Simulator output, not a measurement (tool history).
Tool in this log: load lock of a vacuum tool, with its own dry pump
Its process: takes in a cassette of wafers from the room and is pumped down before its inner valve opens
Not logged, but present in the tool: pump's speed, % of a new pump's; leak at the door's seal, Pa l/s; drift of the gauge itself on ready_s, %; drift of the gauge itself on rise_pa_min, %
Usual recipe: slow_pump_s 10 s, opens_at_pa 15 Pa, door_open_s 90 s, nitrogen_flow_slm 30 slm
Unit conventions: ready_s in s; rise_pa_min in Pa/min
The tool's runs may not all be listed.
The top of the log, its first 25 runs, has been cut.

run	day	slow_pump_s	opens_at_pa	door_open_s	nitrogen_flow_slm	hours that the pump has run since its overhaul	times that the door has closed on its seal	incoming humidity of the room's air, %	ready_s	rise_pa_min
26	367.979	8	15	90	5	10830	45954	43.6	20.2	0.321
27	386.904	9	13	43	12	11285	47349	46.8	21.2	0.286
28	405.925	9	13	43	12	11741	48751	43.6	21.3	0.291
29	422.125	8	18	90	6	12130	49945	44.3	20	0.353
30	437.179	8	18	90	6	12491	51055	45.9	20.1	0.355
31	448.075	12	29	139	10	12753	51858	44.4	22.3	0.382
32	465.408	10	22	90	30	13169	53136	45.7	21.4	0.342
33	484.362	10	18	216	21	13624	54534	46.2	21.7	0.418
34	502.562	10	15	34	36	14060	55875	42.9	22.1	0.325
35	521.604	10	15	34	7	14517	57279	42.7	22.1	0.36
36	531.475	10	15	34	7	14754	58007	43.7	22.2	0.367

Here are 5 independent what-if runs from the current tool condition. What would each one return?
A	547.85	10	17	37	21	15147	59214	45.6	?	?
B	547.85	7	15	91	7	15147	59214	45.1	?	?
C	547.85	12	15	34	28	15147	59214	44.9	?	?
D	547.85	10	23	39	30	15147	59214	43.8	?	?
E	547.85	10	15	205	30	15147	59214	43.9	?	?

run	ready_s	rise_pa_min
A	22.1	0.372
B	19.9	0.42
C	23.9	0.354
D	21.6	0.367
E	22.4	0.426
With the hidden condition removed and each run's random variation left untouched, the same runs would have given:
run	ready_s	rise_pa_min
A	20.3	0.056
B	18	0.106
C	22.2	0.044
D	19.8	0.048
E	20.6	0.112

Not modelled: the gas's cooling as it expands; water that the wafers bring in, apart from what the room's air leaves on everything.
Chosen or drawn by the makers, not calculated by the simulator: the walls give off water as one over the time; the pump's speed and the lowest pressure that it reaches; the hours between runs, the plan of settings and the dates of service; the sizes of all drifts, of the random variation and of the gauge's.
